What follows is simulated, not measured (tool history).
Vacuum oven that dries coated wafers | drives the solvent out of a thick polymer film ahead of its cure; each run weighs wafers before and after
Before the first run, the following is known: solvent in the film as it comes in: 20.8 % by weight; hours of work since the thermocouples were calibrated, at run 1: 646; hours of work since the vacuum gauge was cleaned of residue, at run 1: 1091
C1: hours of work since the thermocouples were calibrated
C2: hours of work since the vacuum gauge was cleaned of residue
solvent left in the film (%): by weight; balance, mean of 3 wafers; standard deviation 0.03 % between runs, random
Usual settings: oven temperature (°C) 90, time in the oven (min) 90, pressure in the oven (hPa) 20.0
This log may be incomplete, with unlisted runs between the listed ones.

Run 1, hour 0.0: usual settings; C1 646; C2 1091. Result: solvent left in the film (%) 4.13.
Run 2, hour 45.8: usual settings; C1 682; C2 1128. Result: solvent left in the film (%) 4.04.
Run 3, hour 89.1: usual settings; C1 717; C2 1163. Result: solvent left in the film (%) 4.16.
Run 4, hour 143.5: usual settings; C1 760; C2 1206. Result: solvent left in the film (%) 4.10.
Run 5, hour 204.7: usual settings; C1 809; C2 1255. Result: solvent left in the film (%) 4.10.
Run 6, hour 266.8: usual settings but oven temperature (°C) 95; C1 859; C2 1305. Result: solvent left in the film (%) 3.05.
Run 7, hour 322.4: usual settings; C1 903; C2 1349. Result: solvent left in the film (%) 4.12.
Run 8, hour 358.8: usual settings but time in the oven (min) 62; C1 932; C2 1378. Result: solvent left in the film (%) 5.81.
Run 9, hour 386.0: usual settings but time in the oven (min) 62; C1 954; C2 1400. Result: solvent left in the film (%) 5.83.
At hour 416.6: oven's thermocouples calibrated.
Run 10, hour 447.7: usual settings but oven temperature (°C) 92; C1 25; C2 1448. Result: solvent left in the film (%) 3.65.
Run 11, hour 496.3: usual settings but oven temperature (°C) 92; C1 64; C2 1486. Result: solvent left in the film (%) 3.64.
Run 12, hour 527.2: usual settings but oven temperature (°C) 89; C1 88; C2 1511. Result: solvent left in the film (%) 4.37.
Run 13, hour 553.7: usual settings but oven temperature (°C) 89; C1 110; C2 1532. Result: solvent left in the film (%) 4.37.
At hour 600.1: vacuum gauge cleaned of residue and calibrated.
Run 14, hour 600.1: usual settings but oven temperature (°C) 89; C1 145; C2 0. Result: solvent left in the film (%) 4.31.
Run 15, hour 651.7: usual settings but oven temperature (°C) 89; C1 187; C2 41. Result: solvent left in the film (%) 4.40.
Run 16, hour 686.0: usual settings; C1 214; C2 69. Result: solvent left in the film (%) 4.09.
Run 17, hour 712.2: usual settings but time in the oven (min) 133; C1 235; C2 90. Result: solvent left in the film (%) 2.99.
Run 18, hour 738.8: usual settings but oven temperature (°C) 82; C1 256; C2 111. Result: solvent left in the film (%) 6.37.
Run 19, hour 775.9: usual settings but oven temperature (°C) 82; C1 286; C2 140. Result: solvent left in the film (%) 6.41.
Run 20, hour 835.3: usual settings; C1 333; C2 188. Result: solvent left in the film (%) 4.12.
Run 21, hour 864.1: usual settings; C1 356; C2 211. Result: solvent left in the film (%) 4.15.
Run 22, hour 907.8: usual settings; C1 391; C2 246. Result: solvent left in the film (%) 4.07.
Run 23, hour 964.4: usual settings but oven temperature (°C) 82; C1 436; C2 291. Result: solvent left in the film (%) 6.38.
Run 24, hour 1000.6: usual settings but pressure in the oven (hPa) 21.9; C1 465; C2 320. Result: solvent left in the film (%) 4.32.
Run 25, hour 1028.8: usual settings but oven temperature (°C) 93, time in the oven (min) 93, pressure in the oven (hPa) 21.9; C1 488; C2 343. Result: solvent left in the film (%) 3.52.
Run 26, hour 1054.4: usual settings but oven temperature (°C) 96, time in the oven (min) 117, pressure in the oven (hPa) 54.6; C1 508; C2 363. Result: solvent left in the film (%) 5.35.
Run 27, hour 1088.2: usual settings but oven temperature (°C) 96, time in the oven (min) 117, pressure in the oven (hPa) 54.6; C1 535; C2 390. Result: solvent left in the film (%) 5.33.
Run 28, hour 1116.2: usual settings but oven temperature (°C) 96, time in the oven (min) 134, pressure in the oven (hPa) 67.2; C1 558; C2 412. Result: solvent left in the film (%) 6.33.
Run 29, hour 1142.4: usual settings but oven temperature (°C) 100, time in the oven (min) 96, pressure in the oven (hPa) 67.2; C1 579; C2 433. Result: solvent left in the film (%) 5.69.
Run 30, hour 1174.0: usual settings but oven temperature (°C) 75, pressure in the oven (hPa) 14.7; C1 604; C2 459. Result: solvent left in the film (%) 7.96.
Run 31, hour 1235.9: usual settings but oven temperature (°C) 75, time in the oven (min) 114, pressure in the oven (hPa) 14.7; C1 653; C2 508. Result: solvent left in the film (%) 6.78.
Run 32, hour 1262.5: usual settings but time in the oven (min) 135, pressure in the oven (hPa) 45.7; C1 675; C2 529. Result: solvent left in the film (%) 5.75.
Run 33, hour 1313.1: usual settings but time in the oven (min) 135, pressure in the oven (hPa) 45.7; C1 715; C2 570. Result: solvent left in the film (%) 5.72.
Run 34, hour 1347.3: usual settings but oven temperature (°C) 89, time in the oven (min) 80, pressure in the oven (hPa) 15.6; C1 742; C2 597. Result: solvent left in the film (%) 4.41.
Run 35, hour 1386.5: usual settings but time in the oven (min) 77, pressure in the oven (hPa) 44.1; C1 774; C2 628. Result: solvent left in the film (%) 7.18.
Run 36, hour 1423.2: usual settings but time in the oven (min) 77, pressure in the oven (hPa) 44.1; C1 803; C2 658. Result: solvent left in the film (%) 7.17.
Run 37, hour 1478.3: usual settings but time in the oven (min) 46, pressure in the oven (hPa) 24.8; C1 847; C2 702. Result: solvent left in the film (%) 7.85.
Run 38, hour 1511.1: usual settings but oven temperature (°C) 96, time in the oven (min) 46, pressure in the oven (hPa) 24.8; C1 873; C2 728. Result: solvent left in the film (%) 6.04.
Run 39, hour 1554.8: usual settings but oven temperature (°C) 96, time in the oven (min) 74, pressure in the oven (hPa) 25.8; C1 908; C2 763. Result: solvent left in the film (%) 3.98.
Run 40, hour 1581.3: usual settings but oven temperature (°C) 96, time in the oven (min) 74, pressure in the oven (hPa) 25.8; C1 929; C2 784. Result: solvent left in the film (%) 3.96.
Run 41, hour 1612.1: usual settings but oven temperature (°C) 96, time in the oven (min) 74, pressure in the oven (hPa) 25.8; C1 954; C2 808. Result: solvent left in the film (%) 3.97.
At hour 1643.7: oven's thermocouples calibrated.
Run 42, hour 1669.3: usual settings but oven temperature (°C) 76, time in the oven (min) 133, pressure in the oven (hPa) 29.8; C1 20; C2 853. Result: solvent left in the film (%) 8.16.
Run 43, hour 1713.3: usual settings but oven temperature (°C) 92, time in the oven (min) 135, pressure in the oven (hPa) 40.3; C1 56; C2 888. Result: solvent left in the film (%) 4.68.
Run 44, hour 1767.1: usual settings but oven temperature (°C) 95, time in the oven (min) 55, pressure in the oven (hPa) 64.6; C1 99; C2 931. Result: solvent left in the film (%) 8.54.
Run 45, hour 1803.6: usual settings but oven temperature (°C) 96, time in the oven (min) 59; C1 128; C2 960. Result: solvent left in the film (%) 4.43.
Run 46, hour 1862.6: usual settings but oven temperature (°C) 96, time in the oven (min) 59; C1 175; C2 1007. Result: solvent left in the film (%) 4.46.
Run 47, hour 1914.8: usual settings but oven temperature (°C) 103, time in the oven (min) 75, pressure in the oven (hPa) 35.1; C1 217; C2 1049. Result: solvent left in the film (%) 3.22.

Consider 4 possible next runs. They are alternatives, not a sequence: every one starts from the tool as it was left by run 47. What does each give?
Run A, hour 1966.7: usual settings but oven temperature (°C) 87, time in the oven (min) 144, pressure in the oven (hPa) 68.1; C1 258; C2 1090. Result: solvent left in the film (%) ?.
Run B, hour 1966.7: usual settings but oven temperature (°C) 97; C1 258; C2 1090. Result: solvent left in the film (%) ?.
Run C, hour 1966.7: usual settings but oven temperature (°C) 84, time in the oven (min) 141; C1 258; C2 1090. Result: solvent left in the film (%) ?.
Run D, hour 1966.7: usual settings but oven temperature (°C) 101, time in the oven (min) 99, pressure in the oven (hPa) 78.7; C1 258; C2 1090. Result: solvent left in the film (%) ?.

run  solvent left in the film (%)
  A                          9.17
  B                          2.68
  C                          4.04
  D                          6.26
The same runs, with their run-to-run variation unchanged, on a tool lacking any hidden condition would have given:
run  solvent left in the film (%)
  A                          9.16
  B                          2.68
  C                          4.03
  D                          6.26
